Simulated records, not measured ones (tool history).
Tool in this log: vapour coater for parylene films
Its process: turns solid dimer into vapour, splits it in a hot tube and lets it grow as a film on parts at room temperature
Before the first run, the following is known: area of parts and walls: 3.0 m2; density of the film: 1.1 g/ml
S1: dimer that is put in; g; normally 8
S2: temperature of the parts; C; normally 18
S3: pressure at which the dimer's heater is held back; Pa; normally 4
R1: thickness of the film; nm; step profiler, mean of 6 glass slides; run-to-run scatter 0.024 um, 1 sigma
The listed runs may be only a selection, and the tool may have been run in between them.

{"run": 1, "hour": 0.0, "S1": 8, "S2": 18, "S3": 4, "R1": 1670}
{"run": 2, "hour": 15.5, "S1": 8, "S2": 18, "S3": 4, "R1": 1700}
{"run": 3, "hour": 30.4, "S1": 8, "S2": 18, "S3": 4.46, "R1": 1610}
{"run": 4, "hour": 45.9, "S1": 8, "S2": 18, "S3": 2.96, "R1": 1790}
{"run": 5, "hour": 58.5, "S1": 8, "S2": 18, "S3": 2.96, "R1": 1780}
{"run": 6, "hour": 66.8, "S1": 8, "S2": 18, "S3": 2.96, "R1": 1800}
{"run": 7, "hour": 76.8, "S1": 8, "S2": 18, "S3": 2.96, "R1": 1780}
{"run": 8, "hour": 85.0, "S1": 8, "S2": 18, "S3": 4, "R1": 1720}
{"run": 9, "hour": 94.1, "S1": 8, "S2": 18, "S3": 4, "R1": 1620}
{"run": 10, "hour": 107.9, "S1": 8, "S2": 18, "S3": 4.9, "R1": 1580}
{"run": 11, "hour": 116.9, "S1": 8, "S2": 18, "S3": 4, "R1": 1640}
{"run": 12, "hour": 129.7, "S1": 8, "S2": 18, "S3": 10.47, "R1": 1360}
{"run": 13, "hour": 145.1, "S1": 8, "S2": 13, "S3": 10.47, "R1": 1690}
{"run": 14, "hour": 159.8, "S1": 8, "S2": 13, "S3": 10.47, "R1": 1660}
{"run": 15, "hour": 166.9, "S1": 8, "S2": 13, "S3": 5.26, "R1": 1910}
{"run": 16, "hour": 182.6, "S1": 8, "S2": 13, "S3": 5.26, "R1": 2000}
{"run": 17, "hour": 189.9, "S1": 8, "S2": 13, "S3": 5.26, "R1": 1880}
{"run": 18, "hour": 198.9, "S1": 8, "S2": 18, "S3": 4, "R1": 1650}
{"run": 19, "hour": 209.4, "S1": 8, "S2": 23, "S3": 4, "R1": 1390}
{"run": 20, "hour": 223.9, "S1": 8, "S2": 23, "S3": 4, "R1": 1370}
{"run": 21, "hour": 232.7, "S1": 6, "S2": 11, "S3": 2.24, "R1": 1710}
{"run": 22, "hour": 240.4, "S1": 5, "S2": 15, "S3": 2.24, "R1": 1310}
{"run": 23, "hour": 251.5, "S1": 5, "S2": 15, "S3": 2.24, "R1": 1310}
{"run": 24, "hour": 259.0, "S1": 4, "S2": 11, "S3": 2.24, "R1": 1150}
{"run": 25, "hour": 272.0, "S1": 12, "S2": 18, "S3": 4, "R1": 2460}
{"run": 26, "hour": 288.1, "S1": 12, "S2": 18, "S3": 4, "R1": 2470}
{"hour": 290.5, "done": "table's thermometer calibrated"}
{"run": 27, "hour": 296.2, "S1": 12, "S2": 18, "S3": 4, "R1": 2470}
{"run": 28, "hour": 306.3, "S1": 12, "S2": 18, "S3": 4, "R1": 2380}
{"hour": 319.5, "done": "table's thermometer calibrated, once more"}
{"run": 29, "hour": 321.3, "S1": 7, "S2": 18, "S3": 4.1, "R1": 1390}
{"run": 30, "hour": 333.7, "S1": 12, "S2": 18, "S3": 10.63, "R1": 2020}
{"run": 31, "hour": 344.1, "S1": 12, "S2": 18, "S3": 10.63, "R1": 2040}
{"run": 32, "hour": 354.1, "S1": 13, "S2": 29, "S3": 4.74, "R1": 1620}
{"run": 33, "hour": 366.9, "S1": 5, "S2": 10, "S3": 8.06, "R1": 1260}
{"run": 34, "hour": 376.9, "S1": 8, "S2": 18, "S3": 4.2, "R1": 1620}
{"run": 35, "hour": 388.9, "S1": 7, "S2": 27, "S3": 4.6, "R1": 1000}
{"run": 36, "hour": 400.0, "S1": 7, "S2": 27, "S3": 4.6, "R1": 950}
{"run": 37, "hour": 411.8, "S1": 7, "S2": 10, "S3": 4.6, "R1": 1910}
{"run": 38, "hour": 424.9, "S1": 6, "S2": 10, "S3": 4.6, "R1": 1630}

Consider 3 possible next runs. They are alternatives, not a sequence: every one starts from the tool as it was left by run 38. What does each give?
{"run": "A", "hour": 434.2, "S1": 10, "S2": 10, "S3": 2.87, "R1": "?"}
{"run": "B", "hour": 434.2, "S1": 12, "S2": 20, "S3": 7.23, "R1": "?"}
{"run": "C", "hour": 434.2, "S1": 4, "S2": 16, "S3": 2.15, "R1": "?"}

run=A R1=2780
run=B R1=2020
run=C R1=1010
Take away the tool's hidden state, keep each run's random variation, and the runs would have read:
run=A R1=2990
run=B R1=2180
run=C R1=1090
